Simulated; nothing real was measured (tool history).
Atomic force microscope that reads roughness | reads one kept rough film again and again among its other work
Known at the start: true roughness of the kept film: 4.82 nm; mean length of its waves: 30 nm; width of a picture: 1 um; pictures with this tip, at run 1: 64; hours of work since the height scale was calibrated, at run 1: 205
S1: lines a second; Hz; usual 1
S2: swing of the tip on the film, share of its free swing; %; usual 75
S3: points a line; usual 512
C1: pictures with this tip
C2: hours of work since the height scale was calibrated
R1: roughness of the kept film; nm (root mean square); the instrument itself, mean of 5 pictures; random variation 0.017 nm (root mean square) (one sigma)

run 1 hour=0 | S1=1 S2=75 S3=512 | C1=64 C2=205 | R1=3.706
run 2 hour=10.7 | S1=1 S2=75 S3=994 | C1=73 C2=210 | R1=3.671
run 3 hour=21.8 | S1=1 S2=75 S3=512 | C1=82 C2=214 | R1=3.628
run 4 hour=42.3 | S1=1 S2=75 S3=512 | C1=99 C2=222 | R1=3.527
run 5 hour=56.6 | S1=1 S2=75 S3=512 | C1=111 C2=228 | R1=3.455
run 6 hour=76.7 | S1=1 S2=75 S3=512 | C1=127 C2=236 | R1=3.389
run 7 hour=95 | S1=1 S2=75 S3=512 | C1=143 C2=243 | R1=3.33
run 8 hour=106.2 | S1=1 S2=75 S3=512 | C1=152 C2=248 | R1=3.248
run 9 hour=125.9 | S1=1 S2=65 S3=512 | C1=168 C2=256 | R1=3.304
run 10 hour=137.3 | S1=1 S2=75 S3=512 | C1=178 C2=260 | R1=3.178
run 11 hour=150.3 | S1=1 S2=75 S3=512 | C1=188 C2=265 | R1=3.134
run 12 hour=163.1 | S1=1 S2=75 S3=512 | C1=199 C2=271 | R1=3.099
run 13 hour=179.9 | S1=1 S2=75 S3=512 | C1=213 C2=277 | R1=3.054
-- hour=192.2 new tip fitted
run 14 hour=194.5 | S1=1 S2=75 S3=512 | C1=2 C2=283 | R1=4.04
run 15 hour=213.1 | S1=0.56 S2=75 S3=512 | C1=17 C2=290 | R1=4.084
run 16 hour=232.5 | S1=0.56 S2=75 S3=512 | C1=33 C2=298 | R1=4.005
run 17 hour=242.1 | S1=0.56 S2=75 S3=512 | C1=41 C2=302 | R1=3.915
run 18 hour=262.2 | S1=0.56 S2=75 S3=512 | C1=58 C2=310 | R1=3.822
run 19 hour=275.9 | S1=0.56 S2=75 S3=512 | C1=69 C2=315 | R1=3.75
run 20 hour=287.7 | S1=0.56 S2=75 S3=512 | C1=79 C2=320 | R1=3.711
run 21 hour=304.1 | S1=1 S2=75 S3=512 | C1=93 C2=327 | R1=3.54
run 22 hour=322.7 | S1=1 S2=75 S3=512 | C1=108 C2=334 | R1=3.49
run 23 hour=337.9 | S1=1 S2=75 S3=512 | C1=121 C2=340 | R1=3.431
run 24 hour=346.7 | S1=2.95 S2=81 S3=759 | C1=128 C2=344 | R1=2.907
run 25 hour=356.9 | S1=2.95 S2=81 S3=759 | C1=136 C2=348 | R1=2.87
run 26 hour=371.6 | S1=2.95 S2=81 S3=759 | C1=149 C2=354 | R1=2.815
run 27 hour=385.7 | S1=2.95 S2=81 S3=759 | C1=160 C2=359 | R1=2.793
run 28 hour=398.9 | S1=2.95 S2=79 S3=443 | C1=171 C2=365 | R1=2.78
run 29 hour=412 | S1=2.28 S2=86 S3=591 | C1=182 C2=370 | R1=2.736
run 30 hour=430 | S1=0.61 S2=75 S3=590 | C1=197 C2=377 | R1=3.194
-- hour=432.3 height scale calibrated on a step standard
run 31 hour=448.9 | S1=1 S2=80 S3=419 | C1=212 C2=7 | R1=3.016
run 32 hour=458.2 | S1=0.65 S2=84 S3=512 | C1=220 C2=10 | R1=3.024
-- hour=462.3 new tip fitted
run 33 hour=477.3 | S1=1 S2=73 S3=375 | C1=12 C2=18 | R1=4.011
run 34 hour=488.8 | S1=1 S2=73 S3=375 | C1=21 C2=22 | R1=3.954
run 35 hour=509.2 | S1=1.45 S2=58 S3=512 | C1=38 C2=31 | R1=3.957
-- hour=522.6 height scale calibrated on a step standard, once more
run 36 hour=524.6 | S1=1.24 S2=59 S3=713 | C1=50 C2=1 | R1=3.906
run 37 hour=544.2 | S1=1.24 S2=59 S3=713 | C1=67 C2=9 | R1=3.83
run 38 hour=560.6 | S1=1 S2=56 S3=512 | C1=80 C2=15 | R1=3.77
run 39 hour=570.2 | S1=1 S2=56 S3=512 | C1=88 C2=19 | R1=3.731
run 40 hour=590.1 | S1=1 S2=56 S3=512 | C1=105 C2=27 | R1=3.585
run 41 hour=605.2 | S1=1 S2=86 S3=394 | C1=117 C2=33 | R1=3.299
run 42 hour=617 | S1=1 S2=77 S3=428 | C1=127 C2=38 | R1=3.384
run 43 hour=633.3 | S1=0.61 S2=75 S3=451 | C1=140 C2=44 | R1=3.392
run 44 hour=643.6 | S1=0.61 S2=75 S3=451 | C1=149 C2=48 | R1=3.411
run 45 hour=655.2 | S1=0.61 S2=75 S3=433 | C1=159 C2=53 | R1=3.31
run 46 hour=670.5 | S1=1.31 S2=80 S3=450 | C1=171 C2=59 | R1=3.081

4 ways to go on from here, each from the tool as it stands after run 46. What would each give?
run A hour=684.7 | S1=1.31 S2=80 S3=794 | C1=183 C2=65 | R1=?
run B hour=684.7 | S1=1.7 S2=80 S3=273 | C1=183 C2=65 | R1=?
run C hour=684.7 | S1=0.76 S2=65 S3=830 | C1=183 C2=65 | R1=?
run D hour=684.7 | S1=0.95 S2=75 S3=799 | C1=183 C2=65 | R1=?

run=A R1=3.056
run=B R1=2.918
run=C R1=3.285
run=D R1=3.177
Without the tool's hidden state the same runs would have given:
run=A R1=3.961
run=B R1=3.783
run=C R1=4.255
run=D R1=4.119

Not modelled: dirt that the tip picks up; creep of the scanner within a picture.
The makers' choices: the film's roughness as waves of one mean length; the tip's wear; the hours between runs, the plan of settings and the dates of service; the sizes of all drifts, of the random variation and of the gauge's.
